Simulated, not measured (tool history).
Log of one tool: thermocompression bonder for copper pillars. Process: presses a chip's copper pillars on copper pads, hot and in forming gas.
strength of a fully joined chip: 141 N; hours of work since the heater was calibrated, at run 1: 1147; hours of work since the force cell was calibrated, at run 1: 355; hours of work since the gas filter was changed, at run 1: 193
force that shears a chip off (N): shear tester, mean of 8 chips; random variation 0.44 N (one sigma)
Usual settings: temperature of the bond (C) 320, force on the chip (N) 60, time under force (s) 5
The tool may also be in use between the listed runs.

run     day  temperature of the bond (C)  force on the chip (N)  time under force (s)  hours of work since the heater was calibrated  hours of work since the force cell was calibrated  hours of work since the gas filter was changed  force that shears a chip off (N)
  1   0.000                          320                     60                     5                                           1147                                                355                                             193                              88.3
  2   2.112                          320                     60                     5                                           1174                                                382                                             220                              87.7
  3   4.783                          320                     60                     5                                           1208                                                417                                             254                              87.7
  4   6.596                          320                     60                     5                                           1231                                                440                                             278                              88.0
  5   9.421                          320                     60                     5                                           1268                                                476                                             314                              87.5
  6  11.371                          320                     60                     3                                           1293                                                502                                             339                              74.0
     11.854  -- heater calibrated with a thermocouple chip
  7  13.679                          320                     60                     3                                             24                                                530                                             368                              68.4
  8  15.438                          320                     60                     3                                             46                                                553                                             390                              68.6
     16.788  -- forming gas filter changed
  9  17.567                          301                     47                     5                                             73                                                580                                              10                              54.4
 10  20.742                          301                     47                     5                                            114                                                621                                              51                              53.5
 11  23.179                          302                     47                     9                                            146                                                652                                              82                              67.5
 12  25.383                          340                     47                     9                                            174                                                681                                             111                              96.3
 13  27.021                          320                     85                     5                                            195                                                702                                             132                             105.7
 14  28.667                          320                     85                     5                                            216                                                723                                             153                             105.8
 15  30.054                          332                     85                     5                                            234                                                741                                             171                             114.6
 16  33.062                          296                     48                    14                                            273                                                780                                             210                              75.3

Forecast each of these 4 alternatives for the next run:
  A  36.108                          296                     48                     4                                            312                                                819                                             249                                 ?
  B  36.108                          333                     60                     5                                            312                                                819                                             249                                 ?
  C  36.108                          303                     48                     8                                            312                                                819                                             249                                 ?
  D  36.108                          340                     75                     3                                            312                                                819                                             249                                 ?

run  force that shears a chip off (N)
  A                              47.0
  B                              91.7
  C                              66.2
  D                              99.0
Without the tool's hidden state the same runs would have given:
run  force that shears a chip off (N)
  A                              48.1
  B                              94.1
  C                              67.7
  D                             101.6
